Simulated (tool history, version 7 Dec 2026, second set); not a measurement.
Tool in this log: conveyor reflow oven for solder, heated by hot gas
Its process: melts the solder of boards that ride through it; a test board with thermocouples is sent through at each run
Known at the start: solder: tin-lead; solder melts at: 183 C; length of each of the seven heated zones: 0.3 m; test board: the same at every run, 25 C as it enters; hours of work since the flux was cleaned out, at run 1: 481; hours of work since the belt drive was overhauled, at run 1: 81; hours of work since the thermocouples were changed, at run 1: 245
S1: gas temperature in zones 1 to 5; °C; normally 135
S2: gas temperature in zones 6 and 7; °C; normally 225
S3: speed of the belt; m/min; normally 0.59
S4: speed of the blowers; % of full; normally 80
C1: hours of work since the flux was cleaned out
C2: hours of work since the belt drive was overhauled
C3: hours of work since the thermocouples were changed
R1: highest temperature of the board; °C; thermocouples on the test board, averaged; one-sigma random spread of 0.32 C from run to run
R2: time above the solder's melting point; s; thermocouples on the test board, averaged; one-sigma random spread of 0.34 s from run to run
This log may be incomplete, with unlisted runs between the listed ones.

run,hour,S1,S2,S3,S4,C1,C2,C3,R1,R2
1,0,135,225,0.59,80,481,81,245,207.2,37.4
2,5.8,135,225,0.59,80,484,84,248,208.1,37.5
# hour 19.3: flux residue cleaned out of gas plates and filters
3,19.5,135,225,0.59,80,0,88,252,210.9,40.5
4,28.6,135,225,0.59,80,5,93,257,211,41.3
5,33.2,135,225,0.59,74,7,95,260,209.1,39.3
6,40.2,135,225,0.59,74,11,99,263,209.4,39.2
7,48.3,135,225,0.59,74,15,103,268,209,39.3
8,57.1,135,225,0.59,74,20,108,272,208.9,39.4
9,61.7,135,225,0.59,74,22,111,275,209.1,39.4
10,69.7,135,225,0.59,74,27,115,279,208.4,39.6
11,78.1,135,225,0.59,74,31,119,283,209.2,39.2
12,83.1,135,226,0.59,80,34,122,286,211.5,41.1
13,90.8,135,225,0.59,80,38,126,290,210.8,40.6
14,101.1,135,225,0.59,80,43,131,295,210.9,40.5
15,112,135,225,0.59,54,49,137,301,202,31
16,121.9,135,225,0.59,54,54,142,306,202.1,31.2
# hour 126.9: belt drive overhauled, speed set with a stopwatch
17,134.9,135,225,0.59,54,59,4,311,202,31
18,141.9,135,225,0.59,54,63,8,315,202.1,31.1
19,150,124,218,0.59,78,67,12,319,202,30.9
20,158.2,124,218,0.59,70,71,17,324,199.8,27.7
21,167.6,135,215,0.59,80,76,21,329,202.2,33.7
22,176.1,135,215,0.59,80,81,26,333,202.3,33.7
# hour 182.7: belt drive overhauled, speed set with a stopwatch, once more
23,188.3,148,225,0.585,87,85,3,337,214,47.6
24,197.8,148,225,0.585,87,90,8,342,213.8,48.4
25,204.9,121,225,0.59,62,94,12,346,201.8,28.6
26,215.4,135,223,0.59,84,99,17,352,209.9,40.1
27,220.4,130,219,0.686,71,102,20,354,196.8,20.6
28,229.8,123,219,0.686,57,107,25,359,189,9.8
29,234.9,135,236,0.59,57,110,28,362,212.1,39.6
30,242.4,144,229,0.708,65,114,32,366,204.8,29.9
31,252.6,144,229,0.708,65,119,37,371,205.1,29.9

4 options for the next run, each taken on its own from the tool as it stands now. Forecast them:
A,258.3,135,229,0.524,82,122,40,374,?,?
B,258.3,136,225,0.59,76,122,40,374,?,?
C,258.3,135,215,0.499,66,122,40,374,?,?
D,258.3,144,235,0.591,71,122,40,374,?,?

run,R1,R2
A,217.8,51.6
B,209.1,39.6
C,202.7,40.5
D,218.4,47.2
The same runs, with their run-to-run variation unchanged, on a tool lacking any hidden condition would have given:
run,R1,R2
A,217.9,51.8
B,209.4,40
C,202.7,40.8
D,218.7,47.4
